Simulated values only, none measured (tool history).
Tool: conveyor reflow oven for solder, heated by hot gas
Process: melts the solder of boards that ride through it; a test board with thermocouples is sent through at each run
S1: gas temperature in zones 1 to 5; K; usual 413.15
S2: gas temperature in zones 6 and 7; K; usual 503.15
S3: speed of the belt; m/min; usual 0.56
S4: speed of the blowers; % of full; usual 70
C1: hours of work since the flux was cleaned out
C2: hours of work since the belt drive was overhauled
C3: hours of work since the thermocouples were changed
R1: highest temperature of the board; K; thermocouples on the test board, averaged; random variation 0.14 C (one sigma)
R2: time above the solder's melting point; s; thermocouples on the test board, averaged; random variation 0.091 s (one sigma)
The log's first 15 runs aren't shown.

run 16 day=4.704 | S1=413.15 S2=515.15 S3=0.56 S4=87 | C1=38 C2=145 C3=294 | R1=499.55 R2=53.91
run 17 day=5.133 | S1=413.15 S2=494.15 S3=0.56 S4=70 | C1=45 C2=153 C3=302 | R1=478.75 R2=39.65
run 18 day=5.417 | S1=408.15 S2=503.15 S3=0.642 S4=70 | C1=50 C2=158 C3=307 | R1=480.55 R2=33.66
run 19 day=5.662 | S1=405.15 S2=502.15 S3=0.56 S4=78 | C1=55 C2=162 C3=312 | R1=485.55 R2=42.99
run 20 day=5.908 | S1=413.15 S2=498.15 S3=0.56 S4=69 | C1=59 C2=167 C3=316 | R1=482.25 R2=42.38
run 21 day=6.296 | S1=413.15 S2=498.15 S3=0.56 S4=69 | C1=66 C2=174 C3=323 | R1=482.15 R2=42.36
run 22 day=6.6 | S1=413.15 S2=503.15 S3=0.476 S4=70 | C1=72 C2=179 C3=329 | R1=491.05 R2=58.76
run 23 day=6.971 | S1=420.15 S2=503.15 S3=0.476 S4=85 | C1=79 C2=186 C3=335 | R1=493.65 R2=63.35
run 24 day=7.162 | S1=420.15 S2=503.15 S3=0.636 S4=73 | C1=82 C2=190 C3=339 | R1=484.35 R2=40.49
run 25 day=7.442 | S1=420.15 S2=503.15 S3=0.502 S4=73 | C1=87 C2=195 C3=344 | R1=491.25 R2=57.86
run 26 day=7.742 | S1=408.15 S2=492.15 S3=0.501 S4=52 | C1=92 C2=200 C3=349 | R1=476.45 R2=40.14
run 27 day=7.954 | S1=408.15 S2=492.15 S3=0.501 S4=52 | C1=96 C2=204 C3=353 | R1=476.35 R2=40
run 28 day=8.225 | S1=408.15 S2=492.15 S3=0.501 S4=52 | C1=101 C2=209 C3=358 | R1=476.25 R2=39.98
run 29 day=8.45 | S1=408.15 S2=504.15 S3=0.501 S4=52 | C1=105 C2=213 C3=362 | R1=486.75 R2=49.63
run 30 day=8.638 | S1=408.15 S2=504.15 S3=0.501 S4=52 | C1=109 C2=216 C3=365 | R1=486.25 R2=49.59

5 ways to go on from here, each from the tool as it stands after run 30. What would each give?
run A day=8.992 | S1=413.15 S2=503.15 S3=0.56 S4=56 | C1=115 C2=223 C3=372 | R1=? R2=?
run B day=8.992 | S1=408.15 S2=513.15 S3=0.501 S4=61 | C1=115 C2=223 C3=372 | R1=? R2=?
run C day=8.992 | S1=408.15 S2=504.15 S3=0.528 S4=52 | C1=115 C2=223 C3=372 | R1=? R2=?
run D day=8.992 | S1=413.15 S2=507.15 S3=0.56 S4=70 | C1=115 C2=223 C3=372 | R1=? R2=?
run E day=8.992 | S1=414.15 S2=503.15 S3=0.543 S4=80 | C1=115 C2=223 C3=372 | R1=? R2=?

run=A R1=483.85 R2=43.2
run=B R1=496.15 R2=56.67
run=C R1=484.55 R2=45.18
run=D R1=489.65 R2=48.22
run=E R1=488.85 R2=49.79
Without the tool's hidden state the same runs would have given:
run=A R1=483.85 R2=43.21
run=B R1=496.15 R2=56.68
run=C R1=484.55 R2=45.2
run=D R1=489.65 R2=48.23
run=E R1=488.85 R2=49.8
